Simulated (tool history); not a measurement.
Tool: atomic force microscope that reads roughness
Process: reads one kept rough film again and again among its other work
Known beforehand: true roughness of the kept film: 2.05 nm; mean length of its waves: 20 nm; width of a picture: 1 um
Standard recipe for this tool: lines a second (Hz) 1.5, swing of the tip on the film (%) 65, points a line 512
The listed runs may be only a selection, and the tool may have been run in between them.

run   hour  lines a second (Hz)  swing of the tip on the film (%)  points a line  roughness of the kept film (nm (root mean square))
  1      0                  1.5                                65            512                                               1.302
      32.4  -- new tip fitted
  2   41.8                  1.5                                65            325                                               1.654
  3   71.6                  1.5                                65            947                                               1.599
  4  116.1                  1.5                                65            512                                                1.45
  5  146.9                  1.5                                65            512                                               1.381
  6    178                  1.5                                65            512                                               1.319
     211.9  -- new tip fitted
  7  226.2                  1.5                                65            512                                                1.66
  8  278.5                  0.9                                65            512                                               1.531
  9  333.1                  0.9                                65            512                                               1.393
 10  386.7                  0.9                                65            512                                                1.27
     392.1  -- new tip fitted
 11  414.7                  0.9                                65            512                                               1.647
 12  452.8                  0.9                                78            512                                               1.496
 13  483.2                  0.9                                89            512                                               1.373
 14  534.1                 2.27                                65            804                                               1.295
     574.6  -- new tip fitted
 15  574.6                 2.27                                65            804                                               1.656
 16  602.7                 0.64                                57            550                                               1.647
 17  639.1                 1.79                                75            476                                               1.442
 18  674.6                 1.79                                75            476                                               1.344
 19  712.9                 1.79                                75            476                                               1.261
     754.8  -- new tip fitted
 20  754.8                 0.85                                70            512                                               1.717
 21  797.2                 0.85                                70            512                                               1.572
 22  843.8                 0.85                                70            512                                               1.454
 23  886.4                 0.85                                70            512                                               1.351
 24  930.5                 1.71                                70            265                                               1.191
     934.3  -- new tip fitted
 25  974.8                 0.66                                65            512                                               1.587

Alternative continuations, all from the tool just after run 25; predict every row:
  A  1021.9                  1.1                                85            300                                                   ?
  B  1021.9                 2.14                                57            322                                                   ?
  C  1021.9                 0.51                                65            512                                                   ?

run  roughness of the kept film (nm (root mean square))
  A                                               1.346
  B                                               1.423
  C                                               1.487
Stripped of hidden state, with their random variation kept, the same runs would have yielded:
run  roughness of the kept film (nm (root mean square))
  A                                               1.608
  B                                               1.698
  C                                               1.774

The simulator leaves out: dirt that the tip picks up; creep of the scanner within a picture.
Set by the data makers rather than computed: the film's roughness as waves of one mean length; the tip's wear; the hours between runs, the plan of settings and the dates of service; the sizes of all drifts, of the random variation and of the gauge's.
